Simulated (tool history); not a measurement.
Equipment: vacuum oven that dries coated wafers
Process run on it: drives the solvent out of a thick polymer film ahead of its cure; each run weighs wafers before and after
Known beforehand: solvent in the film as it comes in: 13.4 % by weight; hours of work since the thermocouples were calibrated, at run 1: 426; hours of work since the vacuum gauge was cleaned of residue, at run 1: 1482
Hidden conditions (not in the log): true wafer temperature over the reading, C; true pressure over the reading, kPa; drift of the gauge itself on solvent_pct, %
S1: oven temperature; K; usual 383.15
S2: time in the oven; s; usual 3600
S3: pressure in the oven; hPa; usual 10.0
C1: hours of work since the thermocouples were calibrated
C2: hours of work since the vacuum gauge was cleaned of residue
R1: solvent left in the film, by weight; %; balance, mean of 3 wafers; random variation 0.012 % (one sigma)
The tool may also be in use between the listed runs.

run,hour,S1,S2,S3,C1,C2,R1
1,0.0,383.15,3600,10.0,426,1482,1.11
2,64.8,383.15,3600,10.0,475,1531,1.07
3,125.9,383.15,3600,10.0,521,1577,1.07
4,184.0,383.15,1800,10.0,564,1620,2.92
5,240.3,383.15,1800,10.0,606,1662,2.94
6,296.0,384.15,3600,10.0,648,1704,0.97
7,349.1,384.15,3600,10.0,688,1744,0.94
8,396.5,384.15,3600,10.0,723,1779,0.94
9,437.6,384.15,3600,10.0,754,1810,0.94
10,505.7,384.15,3600,10.0,805,1861,0.93
11,538.0,384.15,3600,10.0,829,1885,0.94
12,575.4,384.15,3600,10.0,857,1913,0.92
13,617.2,383.15,3600,21.6,889,1945,1.40
14,677.2,375.15,3600,10.0,934,1990,2.49
15,741.6,383.15,3600,10.0,982,2038,1.04
16,808.6,383.15,3600,10.0,1032,2088,1.03
17,856.5,383.15,3600,10.0,1068,2124,1.03
18,903.0,383.15,3600,10.0,1103,2159,1.02
19,951.2,383.15,3600,10.0,1139,2195,1.00
20,997.4,383.15,3600,10.0,1174,2230,1.00
21,1056.8,383.15,3600,10.0,1218,2274,1.02
22,1099.0,383.15,3600,10.0,1250,2306,1.00
23,1164.6,383.15,3600,10.0,1299,2355,1.01
# hour 1200.5: vacuum gauge cleaned of residue and calibrated
24,1234.0,387.15,5520,10.0,1350,25,0.32
25,1276.3,391.15,3600,15.7,1381,57,0.45
26,1327.4,391.15,3600,15.7,1420,95,0.47
27,1389.4,384.15,3600,10.0,1466,142,0.64
28,1454.4,384.15,3600,10.0,1515,190,0.64
29,1517.8,375.15,3120,10.0,1562,238,2.43
30,1551.1,375.15,3120,10.0,1587,263,2.39
31,1609.6,374.15,3900,8.0,1631,307,1.86
32,1640.1,370.15,5760,8.0,1654,329,1.61
33,1674.7,375.15,5640,11.6,1680,355,1.01
# hour 1700.8: oven's thermocouples calibrated
34,1737.5,393.15,2220,8.6,28,401,0.64
35,1775.3,393.15,2220,8.6,56,429,0.63
36,1818.8,397.15,3360,26.0,88,462,0.61
37,1851.5,397.15,3360,26.0,113,486,0.65
38,1882.0,397.15,3360,26.0,136,509,0.63
39,1931.6,394.15,3600,15.8,173,546,0.47
40,1984.2,394.15,4080,15.8,212,586,0.46
41,2033.9,370.15,2520,17.0,250,623,5.50
42,2097.8,371.15,3480,10.3,297,671,3.76
43,2145.9,371.15,3480,10.3,333,707,3.73
44,2210.5,371.15,3480,10.3,382,755,3.70

The logged runs with the hidden state left out (each run's random variation unchanged):
run,R1
1,1.05
2,1.02
3,1.02
4,3.03
5,3.07
6,0.92
7,0.90
8,0.90
9,0.90
10,0.90
11,0.91
12,0.90
13,1.41
14,2.66
15,1.04
16,1.04
17,1.04
18,1.04
19,1.03
20,1.02
21,1.05
22,1.04
23,1.05
24,0.37
25,0.54
26,0.55
27,0.91
28,0.92
29,3.17
30,3.15
31,2.55
32,2.26
33,1.43
34,0.63
35,0.62
36,0.58
37,0.62
38,0.59
39,0.43
40,0.42
41,5.63
42,3.90
43,3.89
44,3.87
